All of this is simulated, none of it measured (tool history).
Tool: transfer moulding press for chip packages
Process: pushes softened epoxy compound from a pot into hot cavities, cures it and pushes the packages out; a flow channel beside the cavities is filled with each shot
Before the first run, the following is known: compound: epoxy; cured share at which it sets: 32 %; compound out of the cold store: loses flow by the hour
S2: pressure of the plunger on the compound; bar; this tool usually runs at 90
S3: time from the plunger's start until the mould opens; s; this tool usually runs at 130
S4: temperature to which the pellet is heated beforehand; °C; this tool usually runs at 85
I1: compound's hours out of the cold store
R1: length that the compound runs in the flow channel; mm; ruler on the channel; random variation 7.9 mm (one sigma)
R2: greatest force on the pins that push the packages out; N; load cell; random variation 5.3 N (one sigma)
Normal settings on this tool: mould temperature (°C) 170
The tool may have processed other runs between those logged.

{"run": 1, "hour": 0.0, "mould temperature (°C)": 170, "S2": 90, "S3": 130, "S4": 85, "I1": 9.2, "R1": 953, "R2": 172}
{"run": 2, "hour": 26.4, "mould temperature (°C)": 170, "S2": 71.1, "S3": 130, "S4": 85, "I1": 25.1, "R1": 795, "R2": 180}
{"run": 3, "hour": 47.8, "mould temperature (°C)": 170, "S2": 90, "S3": 134, "S4": 85, "I1": 42.4, "R1": 835, "R2": 183}
{"run": 4, "hour": 66.7, "mould temperature (°C)": 170, "S2": 90, "S3": 130, "S4": 94, "I1": 37.5, "R1": 841, "R2": 176}
{"hour": 75.1, "done": "cavities cleaned with cleaning compound and waxed"}
{"run": 5, "hour": 93.5, "mould temperature (°C)": 170, "S2": 90, "S3": 130, "S4": 94, "I1": 45, "R1": 827, "R2": 179}
{"run": 6, "hour": 111.9, "mould temperature (°C)": 170, "S2": 90, "S3": 130, "S4": 94, "I1": 15, "R1": 943, "R2": 179}
{"run": 7, "hour": 144.3, "mould temperature (°C)": 170, "S2": 90, "S3": 130, "S4": 94, "I1": 11.8, "R1": 951, "R2": 179}
{"hour": 159.9, "done": "cavities cleaned with cleaning compound and waxed"}
{"run": 8, "hour": 163.9, "mould temperature (°C)": 170, "S2": 90, "S3": 130, "S4": 78, "I1": 24.6, "R1": 899, "R2": 186}
{"run": 9, "hour": 200.8, "mould temperature (°C)": 170, "S2": 90, "S3": 130, "S4": 78, "I1": 42.4, "R1": 832, "R2": 181}
{"run": 10, "hour": 231.2, "mould temperature (°C)": 170, "S2": 95.8, "S3": 130, "S4": 85, "I1": 14.1, "R1": 976, "R2": 181}
{"hour": 242.9, "done": "cavities cleaned with cleaning compound and waxed"}
{"run": 11, "hour": 249.7, "mould temperature (°C)": 170, "S2": 95.8, "S3": 130, "S4": 85, "I1": 17.1, "R1": 959, "R2": 178}
{"run": 12, "hour": 284.0, "mould temperature (°C)": 170, "S2": 95.8, "S3": 130, "S4": 85, "I1": 22.8, "R1": 930, "R2": 184}
{"hour": 288.7, "done": "plunger's sealing rings changed"}
{"run": 13, "hour": 305.6, "mould temperature (°C)": 170, "S2": 95.8, "S3": 130, "S4": 85, "I1": 13.2, "R1": 969, "R2": 179}
{"run": 14, "hour": 325.1, "mould temperature (°C)": 170, "S2": 95.8, "S3": 130, "S4": 85, "I1": 29.6, "R1": 909, "R2": 187}
{"hour": 328.4, "done": "cavities cleaned with cleaning compound and waxed"}
{"run": 15, "hour": 346.8, "mould temperature (°C)": 170, "S2": 95.8, "S3": 130, "S4": 85, "I1": 23, "R1": 948, "R2": 176}
{"hour": 379.8, "done": "mould's thermocouples calibrated"}
{"run": 16, "hour": 382.0, "mould temperature (°C)": 167, "S2": 82.8, "S3": 130, "S4": 85, "I1": 39.8, "R1": 830, "R2": 182}
{"run": 17, "hour": 406.6, "mould temperature (°C)": 170, "S2": 90, "S3": 130, "S4": 90, "I1": 12.4, "R1": 953, "R2": 175}
{"hour": 414.1, "done": "cavities cleaned with cleaning compound and waxed"}
{"run": 18, "hour": 431.4, "mould temperature (°C)": 170, "S2": 90, "S3": 130, "S4": 90, "I1": 13.8, "R1": 940, "R2": 167}
{"run": 19, "hour": 452.3, "mould temperature (°C)": 170, "S2": 90, "S3": 130, "S4": 90, "I1": 18.7, "R1": 923, "R2": 181}
{"run": 20, "hour": 473.8, "mould temperature (°C)": 170, "S2": 90, "S3": 113, "S4": 90, "I1": 41.8, "R1": 839, "R2": 196}
{"hour": 498.1, "done": "cavities cleaned with cleaning compound and waxed"}
{"run": 21, "hour": 510.9, "mould temperature (°C)": 170, "S2": 90, "S3": 113, "S4": 90, "I1": 25.7, "R1": 911, "R2": 202}
{"run": 22, "hour": 549.9, "mould temperature (°C)": 175, "S2": 73.8, "S3": 126, "S4": 78, "I1": 27.8, "R1": 776, "R2": 171}
{"run": 23, "hour": 576.8, "mould temperature (°C)": 170, "S2": 90, "S3": 130, "S4": 78, "I1": 28.7, "R1": 883, "R2": 177}
{"hour": 581.4, "done": "cavities cleaned with cleaning compound and waxed"}
{"run": 24, "hour": 613.7, "mould temperature (°C)": 176, "S2": 90, "S3": 130, "S4": 92, "I1": 47.6, "R1": 793, "R2": 173}
{"run": 25, "hour": 633.3, "mould temperature (°C)": 165, "S2": 96, "S3": 143, "S4": 92, "I1": 28.9, "R1": 934, "R2": 180}
{"hour": 664.2, "done": "cavities cleaned with cleaning compound and waxed"}
{"run": 26, "hour": 670.8, "mould temperature (°C)": 170, "S2": 87, "S3": 130, "S4": 79, "I1": 9.2, "R1": 934, "R2": 186}
{"run": 27, "hour": 708.6, "mould temperature (°C)": 170, "S2": 87, "S3": 130, "S4": 79, "I1": 33.2, "R1": 849, "R2": 167}

5 options for the next run, each taken on its own from the tool as it stands now. Forecast them:
{"run": "A", "hour": 737.2, "mould temperature (°C)": 170, "S2": 90, "S3": 130, "S4": 93, "I1": 9.8, "R1": "?", "R2": "?"}
{"run": "B", "hour": 737.2, "mould temperature (°C)": 171, "S2": 90, "S3": 130, "S4": 95, "I1": 31.6, "R1": "?", "R2": "?"}
{"run": "C", "hour": 737.2, "mould temperature (°C)": 170, "S2": 90, "S3": 130, "S4": 88, "I1": 47.1, "R1": "?", "R2": "?"}
{"run": "D", "hour": 737.2, "mould temperature (°C)": 170, "S2": 90, "S3": 130, "S4": 88, "I1": 14.3, "R1": "?", "R2": "?"}
{"run": "E", "hour": 737.2, "mould temperature (°C)": 165, "S2": 72, "S3": 130, "S4": 78, "I1": 25.5, "R1": "?", "R2": "?"}

run=A R1=965 R2=179
run=B R1=860 R2=175
run=C R1=800 R2=182
run=D R1=926 R2=177
run=E R1=821 R2=219
Had the tool no hidden state, the same runs would have come out as:
run=A R1=967 R2=176
run=B R1=861 R2=173
run=C R1=801 R2=179
run=D R1=927 R2=174
run=E R1=823 R2=215
